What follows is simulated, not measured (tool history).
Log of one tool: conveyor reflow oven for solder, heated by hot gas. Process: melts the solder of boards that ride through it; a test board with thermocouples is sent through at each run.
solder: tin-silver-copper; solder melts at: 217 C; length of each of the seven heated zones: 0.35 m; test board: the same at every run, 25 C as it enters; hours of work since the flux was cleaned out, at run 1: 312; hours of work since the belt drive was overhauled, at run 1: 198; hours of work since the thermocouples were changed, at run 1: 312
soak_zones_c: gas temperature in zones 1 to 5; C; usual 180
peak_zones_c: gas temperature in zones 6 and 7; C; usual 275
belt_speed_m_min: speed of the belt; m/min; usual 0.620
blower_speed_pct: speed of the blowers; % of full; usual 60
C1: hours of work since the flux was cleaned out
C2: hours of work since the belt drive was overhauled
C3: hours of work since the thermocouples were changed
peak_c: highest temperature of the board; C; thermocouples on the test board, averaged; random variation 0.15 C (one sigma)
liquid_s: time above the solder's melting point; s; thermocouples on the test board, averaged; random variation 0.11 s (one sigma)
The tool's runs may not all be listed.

Run 1, hour 0.0: usual settings; C1 312; C2 198; C3 312. Result: peak_c 257.2 C, liquid_s 55.0 s.
Run 2, hour 38.5: usual settings; C1 338; C2 224; C3 338. Result: peak_c 256.5 C, liquid_s 55.1 s.
Run 3, hour 63.6: usual settings; C1 355; C2 241; C3 355. Result: peak_c 256.4 C, liquid_s 54.7 s.
Run 4, hour 103.5: usual settings but belt_speed_m_min 0.661 m/min; C1 382; C2 267; C3 382. Result: peak_c 254.1 C, liquid_s 49.6 s.
Run 5, hour 122.2: usual settings but belt_speed_m_min 0.661 m/min; C1 394; C2 280; C3 394. Result: peak_c 253.9 C, liquid_s 49.5 s.
Run 6, hour 146.1: usual settings but belt_speed_m_min 0.661 m/min; C1 410; C2 296; C3 410. Result: peak_c 253.7 C, liquid_s 49.2 s.
Run 7, hour 177.3: usual settings but belt_speed_m_min 0.661 m/min; C1 431; C2 317; C3 431. Result: peak_c 253.9 C, liquid_s 49.5 s.
Run 8, hour 216.2: usual settings but belt_speed_m_min 0.661 m/min; C1 458; C2 343; C3 458. Result: peak_c 253.5 C, liquid_s 49.2 s.
At hour 222.9: belt drive overhauled, speed set with a stopwatch.
At hour 231.9: flux residue cleaned out of gas plates and filters.
Run 9, hour 252.3: usual settings but belt_speed_m_min 0.661 m/min; C1 14; C2 16; C3 476. Result: peak_c 257.1 C, liquid_s 52.1 s.
Run 10, hour 285.6: usual settings but soak_zones_c 169 C, peak_zones_c 282 C, belt_speed_m_min 0.726 m/min, blower_speed_pct 65 % of full; C1 36; C2 39; C3 498. Result: peak_c 259.3 C, liquid_s 45.1 s.
Run 11, hour 311.8: usual settings but soak_zones_c 169 C, peak_zones_c 282 C, belt_speed_m_min 0.726 m/min, blower_speed_pct 65 % of full; C1 54; C2 56; C3 516. Result: peak_c 259.3 C, liquid_s 45.1 s.
At hour 321.2: belt drive overhauled, speed set with a stopwatch, once more.
Run 12, hour 333.5: usual settings but soak_zones_c 169 C, peak_zones_c 282 C, belt_speed_m_min 0.511 m/min, blower_speed_pct 54 % of full; C1 66; C2 8; C3 528. Result: peak_c 267.7 C, liquid_s 70.0 s.
Run 13, hour 362.6: usual settings but belt_speed_m_min 0.697 m/min, blower_speed_pct 66 % of full; C1 85; C2 28; C3 547. Result: peak_c 256.6 C, liquid_s 48.4 s.
Run 14, hour 389.2: usual settings but peak_zones_c 289 C, belt_speed_m_min 0.644 m/min; C1 103; C2 46; C3 565. Result: peak_c 269.4 C, liquid_s 58.9 s.
Run 15, hour 423.4: usual settings but soak_zones_c 186 C, peak_zones_c 288 C, belt_speed_m_min 0.644 m/min, blower_speed_pct 62 % of full; C1 126; C2 69; C3 588. Result: peak_c 270.2 C, liquid_s 61.1 s.
Run 16, hour 446.4: usual settings but belt_speed_m_min 0.515 m/min, blower_speed_pct 66 % of full; C1 142; C2 84; C3 604. Result: peak_c 265.4 C, liquid_s 72.5 s.

Forecast each of these 3 alternatives for the next run:
Run A, hour 486.4: usual settings but soak_zones_c 194 C, peak_zones_c 287 C, belt_speed_m_min 0.656 m/min, blower_speed_pct 66 % of full; C1 169; C2 111; C3 631. Result: peak_c ?, liquid_s ?.
Run B, hour 486.4: usual settings but soak_zones_c 185 C, belt_speed_m_min 0.566 m/min; C1 169; C2 111; C3 631. Result: peak_c ?, liquid_s ?.
Run C, hour 486.4: usual settings but peak_zones_c 276 C, belt_speed_m_min 0.515 m/min, blower_speed_pct 66 % of full; C1 169; C2 111; C3 631. Result: peak_c ?, liquid_s ?.

run  peak_c  liquid_s
  A   271.3      63.0
  B   262.1      65.6
  C   266.0      73.1
Without the tool's hidden state the same runs would have given:
run  peak_c  liquid_s
  A   272.2      63.1
  B   262.6      65.9
  C   266.5      73.3

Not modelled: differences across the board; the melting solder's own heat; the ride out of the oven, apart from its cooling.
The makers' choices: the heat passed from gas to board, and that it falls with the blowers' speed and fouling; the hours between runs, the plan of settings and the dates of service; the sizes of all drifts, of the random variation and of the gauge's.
